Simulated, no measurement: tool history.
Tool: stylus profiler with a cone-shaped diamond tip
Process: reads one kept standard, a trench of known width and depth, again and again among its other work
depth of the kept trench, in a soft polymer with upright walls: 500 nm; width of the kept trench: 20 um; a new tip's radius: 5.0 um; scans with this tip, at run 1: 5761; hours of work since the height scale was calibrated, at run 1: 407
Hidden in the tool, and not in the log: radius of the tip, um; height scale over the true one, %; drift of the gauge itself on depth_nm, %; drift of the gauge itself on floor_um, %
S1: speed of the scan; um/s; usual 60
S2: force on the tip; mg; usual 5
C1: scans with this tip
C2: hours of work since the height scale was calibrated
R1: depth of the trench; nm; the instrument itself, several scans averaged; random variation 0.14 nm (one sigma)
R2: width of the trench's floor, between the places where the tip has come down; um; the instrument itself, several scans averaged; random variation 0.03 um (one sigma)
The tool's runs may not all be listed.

run,hour,S1,S2,C1,C2,R1,R2
1,0,60,5,5761,407,509.24,14.91
2,11.3,60,5,5855,413,509.33,14.88
3,30.3,17,5,6012,424,509.22,15.03
4,44.6,26,5,6132,433,509.34,14.96
5,58.5,26,5,6247,441,509.42,14.96
6,71.7,60,5,6357,449,509.01,14.82
7,80.9,60,5,6433,454,509.25,14.81
8,94.2,60,5,6544,462,509.3,14.86
9,110.3,60,9.6,6677,471,513.91,14.9
10,131.3,60,5,6852,484,509.49,14.8
11,150.5,60,5,7011,495,509.51,14.8
12,163.4,60,5,7119,502,509.3,14.75
13,185.3,60,5,7301,515,509.56,14.73
14,204.5,60,5,7460,527,509.48,14.78
15,217,60,5,7564,534,509.46,14.66
16,232.5,203,5,7692,543,509.65,14.37
17,243.2,203,2.23,7781,549,506,14.05
18,262.8,203,2.23,7944,561,506,13.97
19,280.9,203,2.23,8095,571,506.04,14.03
20,298.7,60,5,8242,582,509.67,14.72
21,313.4,60,5,8365,590,509.42,14.67
22,333.6,60,4.47,8533,602,509.15,14.65
23,345.2,60,4.47,8629,609,508.94,14.62
24,366.6,26,2.41,8807,622,506.26,14.7
25,384.9,111,2.41,8959,632,506.38,14.38
26,404.6,53,2.15,9122,644,506.23,14.6
27,423.5,43,5,9279,655,509.64,14.68
28,445.3,31,13.04,9461,668,517.81,14.68
29,457.2,117,5,9560,675,510.03,14.45
30,469.5,28,11.43,9661,682,516.08,14.71
31,490.8,70,4.19,9838,694,509.01,14.53
32,505.2,30,14.95,9958,703,519.04,14.68
33,522.9,60,2.34,10105,713,506.39,14.45
34,537.3,60,4.69,10225,722,509.54,14.5
35,548.8,60,4.69,10321,728,509.47,14.57
36,569.6,62,3.24,10493,741,507.81,14.44
37,580.5,27,9.77,10583,747,514.6,14.62
38,600,89,9.48,10746,759,514.53,14.48

Run 39 comes next. What will it give?
39,610.6,127,4.43,10834,765,?,?

R1: 509.43 nm
R2: 14.22 um
Without the tool's hidden state the same run would have given R1 508 nm, R2 15.2 um.

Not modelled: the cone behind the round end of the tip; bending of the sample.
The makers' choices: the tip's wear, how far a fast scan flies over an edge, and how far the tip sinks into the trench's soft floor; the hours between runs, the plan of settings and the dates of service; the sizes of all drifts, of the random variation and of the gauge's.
